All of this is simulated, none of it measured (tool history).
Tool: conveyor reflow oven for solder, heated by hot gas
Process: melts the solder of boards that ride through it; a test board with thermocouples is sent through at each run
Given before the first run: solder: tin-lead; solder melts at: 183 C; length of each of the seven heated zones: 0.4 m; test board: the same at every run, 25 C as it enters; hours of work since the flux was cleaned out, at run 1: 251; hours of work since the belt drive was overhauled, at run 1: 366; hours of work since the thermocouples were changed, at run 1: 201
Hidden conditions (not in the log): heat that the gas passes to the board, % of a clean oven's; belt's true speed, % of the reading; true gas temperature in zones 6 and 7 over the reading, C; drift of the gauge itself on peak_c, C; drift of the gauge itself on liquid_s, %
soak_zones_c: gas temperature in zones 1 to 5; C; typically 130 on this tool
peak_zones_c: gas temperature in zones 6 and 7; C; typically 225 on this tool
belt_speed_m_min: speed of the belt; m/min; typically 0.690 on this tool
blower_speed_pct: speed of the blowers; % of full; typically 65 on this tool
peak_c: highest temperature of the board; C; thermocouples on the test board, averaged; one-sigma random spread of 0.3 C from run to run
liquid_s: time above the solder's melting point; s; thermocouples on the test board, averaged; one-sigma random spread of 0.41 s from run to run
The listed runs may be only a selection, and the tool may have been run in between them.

| run | hour | soak_zones_c | peak_zones_c | belt_speed_m_min | blower_speed_pct | hours of work since the flux was cleaned out | hours of work since the belt drive was overhauled | hours of work since the thermocouples were changed | peak_c | liquid_s |
|---|---|---|---|---|---|---|---|---|---|---|
| 1 | 0.0 | 130 | 225 | 0.690 | 65 | 251 | 366 | 201 | 201.8 | 33.8 |
| 2 | 11.3 | 130 | 225 | 0.690 | 65 | 259 | 374 | 209 | 201.9 | 33.6 |
|  | 25.7 | flux residue cleaned out of gas plates and filters |
| 3 | 32.1 | 130 | 225 | 0.690 | 65 | 5 | 385 | 220 | 199.8 | 31.8 |
| 4 | 40.9 | 130 | 222 | 0.690 | 65 | 11 | 392 | 227 | 197.9 | 28.2 |
| 5 | 54.1 | 130 | 225 | 0.690 | 65 | 20 | 401 | 236 | 200.0 | 31.0 |
| 6 | 62.9 | 130 | 225 | 0.690 | 65 | 26 | 407 | 242 | 199.7 | 31.0 |
|  | 72.5 | flux residue cleaned out of gas plates and filters, once more |
| 7 | 77.8 | 130 | 225 | 0.657 | 65 | 4 | 414 | 249 | 206.5 | 41.5 |
| 8 | 88.5 | 130 | 225 | 0.651 | 65 | 11 | 422 | 257 | 205.8 | 42.6 |
| 9 | 106.7 | 130 | 219 | 0.576 | 72 | 24 | 435 | 270 | 206.6 | 51.0 |
| 10 | 122.2 | 130 | 219 | 0.576 | 72 | 35 | 446 | 281 | 206.1 | 50.5 |

Expected results for the next run?
| 11 | 133.6 | 130 | 219 | 0.576 | 72 | 43 | 454 | 289 | ? | ? |

peak_c: 206.6 C
liquid_s: 50.7 s
The same run, on a tool lacking any hidden state, would have yielded peak_c 206.6 C, liquid_s 50.3 s.
